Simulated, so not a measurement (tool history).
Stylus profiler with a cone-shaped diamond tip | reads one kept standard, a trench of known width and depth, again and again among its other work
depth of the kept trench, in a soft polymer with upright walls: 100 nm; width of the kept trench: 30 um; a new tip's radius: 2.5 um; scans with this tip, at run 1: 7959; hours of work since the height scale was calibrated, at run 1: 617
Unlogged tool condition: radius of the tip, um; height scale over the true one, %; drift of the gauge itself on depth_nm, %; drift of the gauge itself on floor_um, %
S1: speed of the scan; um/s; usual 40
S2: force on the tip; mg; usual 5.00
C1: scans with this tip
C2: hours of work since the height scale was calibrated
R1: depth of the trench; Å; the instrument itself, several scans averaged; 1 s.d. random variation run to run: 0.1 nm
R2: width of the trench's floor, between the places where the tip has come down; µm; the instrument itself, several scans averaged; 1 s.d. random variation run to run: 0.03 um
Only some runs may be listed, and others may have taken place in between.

run 1 hour=0.0 | S1=40 S2=5.00 | C1=7959 C2=617 | R1=1027.1 R2=28.01
run 2 hour=51.7 | S1=13 S2=5.00 | C1=8405 C2=652 | R1=1026.5 R2=28.06
run 3 hour=99.0 | S1=13 S2=5.00 | C1=8812 C2=684 | R1=1028.7 R2=28.05
run 4 hour=148.7 | S1=13 S2=5.00 | C1=9240 C2=717 | R1=1027.0 R2=28.02
run 5 hour=204.4 | S1=40 S2=5.00 | C1=9720 C2=754 | R1=1029.0 R2=27.91
run 6 hour=269.9 | S1=40 S2=5.00 | C1=10284 C2=798 | R1=1026.9 R2=27.88
run 7 hour=326.8 | S1=40 S2=5.00 | C1=10774 C2=836 | R1=1027.4 R2=27.83
run 8 hour=366.1 | S1=40 S2=5.00 | C1=11113 C2=862 | R1=1028.2 R2=27.82
run 9 hour=412.2 | S1=40 S2=5.00 | C1=11510 C2=893 | R1=1029.5 R2=27.81
run 10 hour=467.4 | S1=40 S2=4.52 | C1=11986 C2=930 | R1=1027.0 R2=27.81
run 11 hour=505.2 | S1=40 S2=4.52 | C1=12311 C2=955 | R1=1027.2 R2=27.72
run 12 hour=539.3 | S1=40 S2=4.52 | C1=12604 C2=978 | R1=1029.7 R2=27.76
run 13 hour=617.4 | S1=40 S2=4.52 | C1=13277 C2=1030 | R1=1029.6 R2=27.74
run 14 hour=673.0 | S1=40 S2=4.52 | C1=13756 C2=1067 | R1=1028.8 R2=27.72
run 15 hour=742.7 | S1=123 S2=5.00 | C1=14356 C2=1114 | R1=1030.5 R2=27.40
run 16 hour=812.6 | S1=123 S2=5.00 | C1=14959 C2=1161 | R1=1031.1 R2=27.35
run 17 hour=850.6 | S1=103 S2=5.00 | C1=15286 C2=1186 | R1=1030.5 R2=27.48
run 18 hour=917.7 | S1=103 S2=5.00 | C1=15864 C2=1231 | R1=1030.4 R2=27.44
run 19 hour=978.1 | S1=40 S2=5.00 | C1=16384 C2=1271 | R1=1029.6 R2=27.58
run 20 hour=1035.8 | S1=40 S2=5.00 | C1=16881 C2=1310 | R1=1030.6 R2=27.58
run 21 hour=1085.4 | S1=40 S2=5.00 | C1=17308 C2=1343 | R1=1029.2 R2=27.58
run 22 hour=1130.4 | S1=56 S2=6.76 | C1=17696 C2=1373 | R1=1037.3 R2=27.48
run 23 hour=1200.7 | S1=66 S2=5.00 | C1=18301 C2=1420 | R1=1032.2 R2=27.45
-- hour=1209.1 new tip fitted, height scale calibrated
run 24 hour=1242.8 | S1=112 S2=4.96 | C1=291 C2=23 | R1=1021.5 R2=28.22
run 25 hour=1315.2 | S1=112 S2=4.96 | C1=915 C2=71 | R1=1023.5 R2=28.19
run 26 hour=1381.8 | S1=93 S2=4.93 | C1=1488 C2=115 | R1=1021.9 R2=28.20
run 27 hour=1414.9 | S1=87 S2=7.16 | C1=1774 C2=138 | R1=1031.1 R2=28.25
run 28 hour=1452.0 | S1=87 S2=7.16 | C1=2093 C2=162 | R1=1032.0 R2=28.28
-- hour=1456.8 height scale calibrated on a step standard
run 29 hour=1532.9 | S1=38 S2=3.50 | C1=2786 C2=51 | R1=1019.0 R2=28.31
run 30 hour=1586.6 | S1=40 S2=4.61 | C1=3248 C2=87 | R1=1023.3 R2=28.26
-- hour=1661.5 height scale calibrated on a step standard, once more
run 31 hour=1661.5 | S1=11 S2=2.56 | C1=3889 C2=0 | R1=1015.5 R2=28.29
run 32 hour=1729.5 | S1=56 S2=3.40 | C1=4475 C2=45 | R1=1019.6 R2=28.06
run 33 hour=1793.0 | S1=56 S2=3.40 | C1=5022 C2=88 | R1=1018.4 R2=28.05
run 34 hour=1848.2 | S1=123 S2=10.96 | C1=5497 C2=125 | R1=1043.3 R2=28.01
run 35 hour=1913.3 | S1=156 S2=9.25 | C1=6058 C2=168 | R1=1036.4 R2=27.95
run 36 hour=1974.8 | S1=30 S2=5.99 | C1=6588 C2=209 | R1=1029.3 R2=28.12
run 37 hour=2051.1 | S1=53 S2=5.02 | C1=7245 C2=260 | R1=1024.1 R2=27.97
run 38 hour=2097.1 | S1=52 S2=1.86 | C1=7641 C2=291 | R1=1013.0 R2=27.84
run 39 hour=2178.7 | S1=13 S2=4.73 | C1=8344 C2=346 | R1=1024.6 R2=28.06
run 40 hour=2212.4 | S1=62 S2=10.10 | C1=8634 C2=368 | R1=1038.5 R2=27.90

Predict each of these 3 candidate next runs independently; none follows another, all start after run 40:
run A hour=2267.1 | S1=135 S2=5.28 | C1=9106 C2=405 | R1=? R2=?
run B hour=2267.1 | S1=58 S2=5.00 | C1=9106 C2=405 | R1=? R2=?
run C hour=2267.1 | S1=20 S2=1.67 | C1=9106 C2=405 | R1=? R2=?

run=A R1=1026.7 R2=27.64
run=B R1=1026.9 R2=27.86
run=C R1=1015.0 R2=27.89
Stripped of hidden state, with their random variation kept, the same runs would have yielded:
run=A R1=1025.1 R2=28.21
run=B R1=1025.3 R2=28.43
run=C R1=1013.4 R2=28.46

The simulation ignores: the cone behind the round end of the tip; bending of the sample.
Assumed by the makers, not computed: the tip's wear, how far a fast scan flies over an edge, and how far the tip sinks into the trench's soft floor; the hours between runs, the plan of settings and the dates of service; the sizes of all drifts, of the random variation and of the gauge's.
